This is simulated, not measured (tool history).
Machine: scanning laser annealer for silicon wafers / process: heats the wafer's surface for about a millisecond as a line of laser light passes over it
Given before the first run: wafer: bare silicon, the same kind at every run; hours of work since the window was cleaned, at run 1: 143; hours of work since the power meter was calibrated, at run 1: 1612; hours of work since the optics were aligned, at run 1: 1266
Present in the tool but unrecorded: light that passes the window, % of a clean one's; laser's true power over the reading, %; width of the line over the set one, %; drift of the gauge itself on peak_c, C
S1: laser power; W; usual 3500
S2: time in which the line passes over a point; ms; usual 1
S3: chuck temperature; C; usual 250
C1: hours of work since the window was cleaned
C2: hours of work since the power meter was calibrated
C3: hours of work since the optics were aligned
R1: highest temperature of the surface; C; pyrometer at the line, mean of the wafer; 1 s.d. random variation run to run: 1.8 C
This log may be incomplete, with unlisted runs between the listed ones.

{"run": 1, "hour": 0.0, "S1": 3500, "S2": 1, "S3": 250, "C1": 143, "C2": 1612, "C3": 1266, "R1": 1025}
{"run": 2, "hour": 68.9, "S1": 3500, "S2": 1, "S3": 250, "C1": 184, "C2": 1652, "C3": 1306, "R1": 1016}
{"run": 3, "hour": 138.9, "S1": 3500, "S2": 1, "S3": 250, "C1": 224, "C2": 1693, "C3": 1347, "R1": 1018}
{"run": 4, "hour": 174.4, "S1": 3500, "S2": 0.84, "S3": 250, "C1": 245, "C2": 1714, "C3": 1368, "R1": 941}
{"run": 5, "hour": 248.7, "S1": 3500, "S2": 1, "S3": 250, "C1": 289, "C2": 1757, "C3": 1411, "R1": 1011}
{"run": 6, "hour": 315.9, "S1": 3500, "S2": 1, "S3": 250, "C1": 328, "C2": 1797, "C3": 1450, "R1": 1007}
{"hour": 322.4, "done": "window over the wafer cleaned"}
{"run": 7, "hour": 357.1, "S1": 3500, "S2": 1, "S3": 250, "C1": 20, "C2": 1819, "C3": 1473, "R1": 1034}
{"run": 8, "hour": 390.8, "S1": 3500, "S2": 1, "S3": 230, "C1": 40, "C2": 1839, "C3": 1493, "R1": 1014}
{"run": 9, "hour": 461.2, "S1": 3500, "S2": 1, "S3": 230, "C1": 81, "C2": 1880, "C3": 1534, "R1": 1012}
{"run": 10, "hour": 534.7, "S1": 3500, "S2": 1, "S3": 230, "C1": 124, "C2": 1923, "C3": 1577, "R1": 1007}
{"run": 11, "hour": 591.0, "S1": 3500, "S2": 1, "S3": 230, "C1": 157, "C2": 1956, "C3": 1610, "R1": 1001}
{"run": 12, "hour": 624.8, "S1": 3500, "S2": 1, "S3": 230, "C1": 177, "C2": 1976, "C3": 1630, "R1": 1003}
{"run": 13, "hour": 678.2, "S1": 3065, "S2": 1, "S3": 250, "C1": 208, "C2": 2007, "C3": 1661, "R1": 926}
{"run": 14, "hour": 747.1, "S1": 3500, "S2": 0.75, "S3": 250, "C1": 248, "C2": 2047, "C3": 1701, "R1": 899}
{"run": 15, "hour": 821.2, "S1": 3500, "S2": 0.75, "S3": 250, "C1": 292, "C2": 2091, "C3": 1745, "R1": 897}
{"run": 16, "hour": 879.4, "S1": 3500, "S2": 0.94, "S3": 250, "C1": 326, "C2": 2125, "C3": 1779, "R1": 980}
{"hour": 894.0, "done": "window over the wafer cleaned"}
{"hour": 908.9, "done": "optics aligned, line set to its width"}
{"run": 17, "hour": 948.1, "S1": 3500, "S2": 0.94, "S3": 250, "C1": 29, "C2": 2161, "C3": 23, "R1": 1002}
{"run": 18, "hour": 1026.7, "S1": 3542, "S2": 0.94, "S3": 250, "C1": 75, "C2": 2207, "C3": 69, "R1": 1006}
{"run": 19, "hour": 1086.0, "S1": 3542, "S2": 0.71, "S3": 236, "C1": 109, "C2": 2242, "C3": 104, "R1": 879}
{"run": 20, "hour": 1160.7, "S1": 3689, "S2": 0.73, "S3": 250, "C1": 153, "C2": 2285, "C3": 147, "R1": 928}
{"run": 21, "hour": 1226.0, "S1": 3500, "S2": 1.04, "S3": 250, "C1": 191, "C2": 2323, "C3": 185, "R1": 1035}
{"run": 22, "hour": 1297.7, "S1": 3500, "S2": 1.04, "S3": 250, "C1": 233, "C2": 2365, "C3": 227, "R1": 1029}
{"hour": 1331.1, "done": "optics aligned, line set to its width, once more"}
{"run": 23, "hour": 1369.8, "S1": 3453, "S2": 1, "S3": 250, "C1": 272, "C2": 2405, "C3": 23, "R1": 1008}
{"run": 24, "hour": 1414.9, "S1": 3361, "S2": 1.1, "S3": 252, "C1": 299, "C2": 2431, "C3": 49, "R1": 1031}
{"hour": 1471.5, "done": "window over the wafer cleaned"}
{"run": 25, "hour": 1497.3, "S1": 3040, "S2": 0.71, "S3": 286, "C1": 15, "C2": 2478, "C3": 96, "R1": 855}
{"run": 26, "hour": 1555.5, "S1": 3613, "S2": 1.07, "S3": 250, "C1": 49, "C2": 2512, "C3": 130, "R1": 1093}
{"run": 27, "hour": 1623.8, "S1": 3613, "S2": 1.07, "S3": 217, "C1": 89, "C2": 2552, "C3": 170, "R1": 1055}
{"run": 28, "hour": 1675.4, "S1": 3783, "S2": 0.81, "S3": 250, "C1": 119, "C2": 2582, "C3": 200, "R1": 991}
{"run": 29, "hour": 1708.9, "S1": 3783, "S2": 0.81, "S3": 250, "C1": 139, "C2": 2602, "C3": 220, "R1": 994}
{"run": 30, "hour": 1751.4, "S1": 3783, "S2": 0.81, "S3": 250, "C1": 164, "C2": 2626, "C3": 245, "R1": 989}
{"run": 31, "hour": 1831.3, "S1": 3783, "S2": 0.81, "S3": 287, "C1": 210, "C2": 2673, "C3": 291, "R1": 1027}
{"run": 32, "hour": 1899.1, "S1": 3783, "S2": 0.81, "S3": 287, "C1": 250, "C2": 2713, "C3": 331, "R1": 1024}
{"run": 33, "hour": 1980.8, "S1": 3783, "S2": 0.81, "S3": 287, "C1": 298, "C2": 2761, "C3": 379, "R1": 1019}

Run 34 is up next; what results do you expect?
{"hour": 2041.2, "done": "window over the wafer cleaned"}
{"run": 34, "hour": 2052.6, "S1": 3522, "S2": 1.09, "S3": 233, "C1": 7, "C2": 2801, "C3": 419, "R1": "?"}

Run 34 measured R1 1067 C.
Take away the tool's hidden state, keep the run-to-run variation as it was, and the same run would have given R1 1064 C.
